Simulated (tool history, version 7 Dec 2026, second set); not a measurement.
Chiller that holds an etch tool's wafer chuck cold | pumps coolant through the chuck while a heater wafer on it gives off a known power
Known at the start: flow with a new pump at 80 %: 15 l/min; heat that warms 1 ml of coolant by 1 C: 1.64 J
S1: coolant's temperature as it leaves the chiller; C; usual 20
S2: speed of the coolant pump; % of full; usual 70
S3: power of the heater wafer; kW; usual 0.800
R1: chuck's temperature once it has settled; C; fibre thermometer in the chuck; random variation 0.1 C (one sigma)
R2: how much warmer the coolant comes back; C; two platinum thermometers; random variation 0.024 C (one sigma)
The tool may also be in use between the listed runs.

| run | day | S1 | S2 | S3 | R1 | R2 |
|---|---|---|---|---|---|---|
| 1 | 0.000 | 20 | 70 | 0.800 | 28.4 | 2.30 |
| 2 | 1.596 | 20 | 70 | 0.800 | 28.4 | 2.28 |
| 3 | 3.092 | 20 | 70 | 0.865 | 29.3 | 2.45 |
| 4 | 5.542 | 20 | 70 | 1.098 | 31.6 | 3.05 |
| 5 | 6.871 | 20 | 70 | 1.098 | 31.7 | 3.06 |
| 6 | 8.612 | 20 | 70 | 1.098 | 31.7 | 3.12 |
| 7 | 9.717 | 14 | 70 | 0.800 | 22.4 | 2.31 |
| 8 | 11.417 | 20 | 70 | 0.800 | 28.7 | 2.24 |
| 9 | 13.671 | 20 | 70 | 0.800 | 28.5 | 2.25 |
| 10 | 15.625 | 20 | 70 | 0.800 | 28.5 | 2.29 |
| 11 | 18.033 | 20 | 70 | 0.800 | 28.5 | 2.23 |
| 12 | 19.783 | 20 | 70 | 0.800 | 28.7 | 2.26 |
| 13 | 21.404 | 20 | 67 | 0.800 | 29.0 | 2.41 |
| 14 | 22.971 | 20 | 67 | 0.800 | 28.9 | 2.36 |
| 15 | 24.533 | 20 | 67 | 0.800 | 29.0 | 2.39 |
| 16 | 26.238 | 20 | 67 | 0.800 | 29.0 | 2.39 |
| 17 | 27.433 | 17 | 70 | 0.800 | 25.7 | 2.32 |
| 18 | 29.167 | 17 | 70 | 0.800 | 25.7 | 2.24 |
| 19 | 31.417 | 18 | 91 | 0.871 | 25.5 | 1.90 |
| 20 | 33.633 | 16 | 84 | 0.800 | 23.6 | 1.90 |
| 21 | 34.888 | 16 | 98 | 0.646 | 21.3 | 1.28 |
| 22 | 37.100 | 20 | 67 | 1.158 | 33.0 | 3.41 |
| 23 | 39.008 | 15 | 70 | 0.657 | 22.2 | 1.88 |
| 24 | 40.033 | 20 | 91 | 0.800 | 27.0 | 1.71 |
| 25 | 42.350 | 20 | 91 | 0.800 | 27.1 | 1.71 |
| 26 | 44.046 | 20 | 91 | 0.800 | 27.0 | 1.78 |
| 27 | 45.888 | 20 | 91 | 0.800 | 27.0 | 1.77 |
| 28 | 47.650 | 20 | 91 | 0.800 | 27.1 | 1.74 |
| 29 | 48.912 | 18 | 71 | 0.754 | 26.1 | 2.13 |
| 30 | 50.633 | 24 | 96 | 0.800 | 30.6 | 1.67 |
| 31 | 52.904 | 24 | 96 | 0.800 | 30.8 | 1.64 |

Forecast each of these 4 alternatives for the next run:
| A | 54.204 | 24 | 70 | 0.651 | ? | ? |
| B | 54.204 | 20 | 74 | 0.754 | ? | ? |
| C | 54.204 | 24 | 81 | 0.800 | ? | ? |
| D | 54.204 | 20 | 63 | 0.716 | ? | ? |

| run | R1 | R2 |
|---|---|---|
| A | 31.1 | 1.87 |
| B | 27.9 | 2.01 |
| C | 31.8 | 1.97 |
| D | 28.4 | 2.31 |
Without the tool's hidden state the same runs would have given:
| run | R1 | R2 |
|---|---|---|
| A | 30.4 | 1.82 |
| B | 27.1 | 1.96 |
| C | 31.0 | 1.92 |
| D | 27.6 | 2.25 |

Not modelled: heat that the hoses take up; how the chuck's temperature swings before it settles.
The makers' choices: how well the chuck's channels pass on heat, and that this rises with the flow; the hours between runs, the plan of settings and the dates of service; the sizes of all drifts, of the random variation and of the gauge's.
